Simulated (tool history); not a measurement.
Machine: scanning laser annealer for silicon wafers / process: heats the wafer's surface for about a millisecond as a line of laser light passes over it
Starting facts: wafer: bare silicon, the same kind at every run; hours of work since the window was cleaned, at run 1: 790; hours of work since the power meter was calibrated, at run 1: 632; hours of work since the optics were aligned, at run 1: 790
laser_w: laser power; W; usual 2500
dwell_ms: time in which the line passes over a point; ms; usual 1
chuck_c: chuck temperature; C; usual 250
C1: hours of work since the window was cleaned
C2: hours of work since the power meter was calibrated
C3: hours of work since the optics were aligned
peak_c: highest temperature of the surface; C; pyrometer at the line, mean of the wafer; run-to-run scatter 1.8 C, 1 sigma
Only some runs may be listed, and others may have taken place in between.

{"run": 1, "hour": 0.0, "laser_w": 2500, "dwell_ms": 1, "chuck_c": 250, "C1": 790, "C2": 632, "C3": 790, "peak_c": 974}
{"run": 2, "hour": 35.9, "laser_w": 2500, "dwell_ms": 1, "chuck_c": 250, "C1": 816, "C2": 657, "C3": 816, "peak_c": 976}
{"run": 3, "hour": 70.9, "laser_w": 2500, "dwell_ms": 0.81, "chuck_c": 250, "C1": 840, "C2": 682, "C3": 840, "peak_c": 893}
{"run": 4, "hour": 106.2, "laser_w": 2500, "dwell_ms": 1, "chuck_c": 250, "C1": 865, "C2": 707, "C3": 865, "peak_c": 973}
{"run": 5, "hour": 153.0, "laser_w": 2500, "dwell_ms": 1, "chuck_c": 250, "C1": 898, "C2": 740, "C3": 898, "peak_c": 970}
{"run": 6, "hour": 199.1, "laser_w": 2500, "dwell_ms": 0.95, "chuck_c": 250, "C1": 931, "C2": 773, "C3": 931, "peak_c": 946}
{"run": 7, "hour": 236.6, "laser_w": 2391, "dwell_ms": 1, "chuck_c": 250, "C1": 957, "C2": 799, "C3": 957, "peak_c": 927}
{"hour": 266.0, "done": "window over the wafer cleaned"}
{"run": 8, "hour": 271.5, "laser_w": 2391, "dwell_ms": 1, "chuck_c": 250, "C1": 4, "C2": 822, "C3": 981, "peak_c": 956}
{"run": 9, "hour": 325.1, "laser_w": 2391, "dwell_ms": 1, "chuck_c": 250, "C1": 42, "C2": 860, "C3": 1019, "peak_c": 953}
{"run": 10, "hour": 353.8, "laser_w": 2391, "dwell_ms": 1, "chuck_c": 250, "C1": 62, "C2": 880, "C3": 1039, "peak_c": 952}
{"run": 11, "hour": 378.3, "laser_w": 2391, "dwell_ms": 1, "chuck_c": 250, "C1": 79, "C2": 898, "C3": 1056, "peak_c": 952}
{"run": 12, "hour": 420.1, "laser_w": 2500, "dwell_ms": 1, "chuck_c": 263, "C1": 109, "C2": 927, "C3": 1086, "peak_c": 1007}
{"run": 13, "hour": 454.8, "laser_w": 2500, "dwell_ms": 1, "chuck_c": 263, "C1": 133, "C2": 952, "C3": 1110, "peak_c": 1006}
{"run": 14, "hour": 482.9, "laser_w": 2500, "dwell_ms": 1.21, "chuck_c": 250, "C1": 153, "C2": 972, "C3": 1130, "peak_c": 1076}
{"run": 15, "hour": 523.1, "laser_w": 2500, "dwell_ms": 1, "chuck_c": 250, "C1": 182, "C2": 1000, "C3": 1158, "peak_c": 991}
{"run": 16, "hour": 547.0, "laser_w": 2500, "dwell_ms": 1, "chuck_c": 250, "C1": 198, "C2": 1017, "C3": 1175, "peak_c": 995}
{"run": 17, "hour": 579.1, "laser_w": 2577, "dwell_ms": 0.8, "chuck_c": 250, "C1": 221, "C2": 1039, "C3": 1198, "peak_c": 928}
{"run": 18, "hour": 633.3, "laser_w": 2500, "dwell_ms": 1, "chuck_c": 231, "C1": 259, "C2": 1078, "C3": 1236, "peak_c": 972}
{"run": 19, "hour": 671.1, "laser_w": 2285, "dwell_ms": 1, "chuck_c": 260, "C1": 286, "C2": 1104, "C3": 1263, "peak_c": 915}
{"run": 20, "hour": 704.0, "laser_w": 2285, "dwell_ms": 1, "chuck_c": 260, "C1": 309, "C2": 1128, "C3": 1286, "peak_c": 911}
{"run": 21, "hour": 740.8, "laser_w": 2285, "dwell_ms": 1.17, "chuck_c": 212, "C1": 335, "C2": 1154, "C3": 1312, "peak_c": 927}
{"run": 22, "hour": 787.5, "laser_w": 2612, "dwell_ms": 1.23, "chuck_c": 287, "C1": 368, "C2": 1187, "C3": 1345, "peak_c": 1165}
{"run": 23, "hour": 838.2, "laser_w": 2398, "dwell_ms": 0.77, "chuck_c": 279, "C1": 404, "C2": 1222, "C3": 1381, "peak_c": 878}

Run 24 comes next. What will it give?
{"run": 24, "hour": 866.2, "laser_w": 2503, "dwell_ms": 1, "chuck_c": 250, "C1": 424, "C2": 1242, "C3": 1401, "peak_c": "?"}

Run 24 produced peak_c 987 C.
Take away the tool's hidden state, keep the run-to-run variation as it was, and the same run would have given peak_c 1006 C.
